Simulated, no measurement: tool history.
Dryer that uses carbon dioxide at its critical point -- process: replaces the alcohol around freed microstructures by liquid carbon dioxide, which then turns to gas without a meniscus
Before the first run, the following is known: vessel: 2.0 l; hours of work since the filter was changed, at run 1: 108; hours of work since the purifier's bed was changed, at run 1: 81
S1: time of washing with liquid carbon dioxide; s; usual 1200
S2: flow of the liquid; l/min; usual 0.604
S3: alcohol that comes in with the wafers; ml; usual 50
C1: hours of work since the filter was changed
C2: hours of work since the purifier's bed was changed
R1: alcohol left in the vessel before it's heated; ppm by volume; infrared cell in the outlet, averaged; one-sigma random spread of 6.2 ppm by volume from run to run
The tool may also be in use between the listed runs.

run 1 hour=0.0 | S1=1200 S2=0.604 S3=50 | C1=108 C2=81 | R1=360
run 2 hour=11.5 | S1=1500 S2=0.604 S3=50 | C1=112 C2=86 | R1=130
run 3 hour=26.8 | S1=1500 S2=0.604 S3=50 | C1=119 C2=92 | R1=123
run 4 hour=41.3 | S1=1500 S2=0.604 S3=50 | C1=124 C2=98 | R1=141
run 5 hour=52.3 | S1=1200 S2=0.604 S3=23 | C1=129 C2=102 | R1=173
run 6 hour=64.6 | S1=1200 S2=0.604 S3=23 | C1=134 C2=107 | R1=185
run 7 hour=71.6 | S1=1200 S2=0.604 S3=23 | C1=137 C2=110 | R1=193
run 8 hour=80.1 | S1=1620 S2=0.604 S3=50 | C1=140 C2=114 | R1=98
run 9 hour=92.8 | S1=1200 S2=0.459 S3=50 | C1=145 C2=119 | R1=1026
run 10 hour=101.4 | S1=1200 S2=0.459 S3=50 | C1=149 C2=122 | R1=1024
run 11 hour=116.4 | S1=1200 S2=0.606 S3=50 | C1=155 C2=128 | R1=399
run 12 hour=132.6 | S1=1200 S2=0.606 S3=50 | C1=161 C2=135 | R1=413

Predict the results of run 13:
run 13 hour=144.2 | S1=1200 S2=0.606 S3=50 | C1=166 C2=140 | R1=?

Run 13 yielded R1 422 ppm by volume.
Had the tool carried no hidden state, the very same run would have given R1 252 ppm by volume.
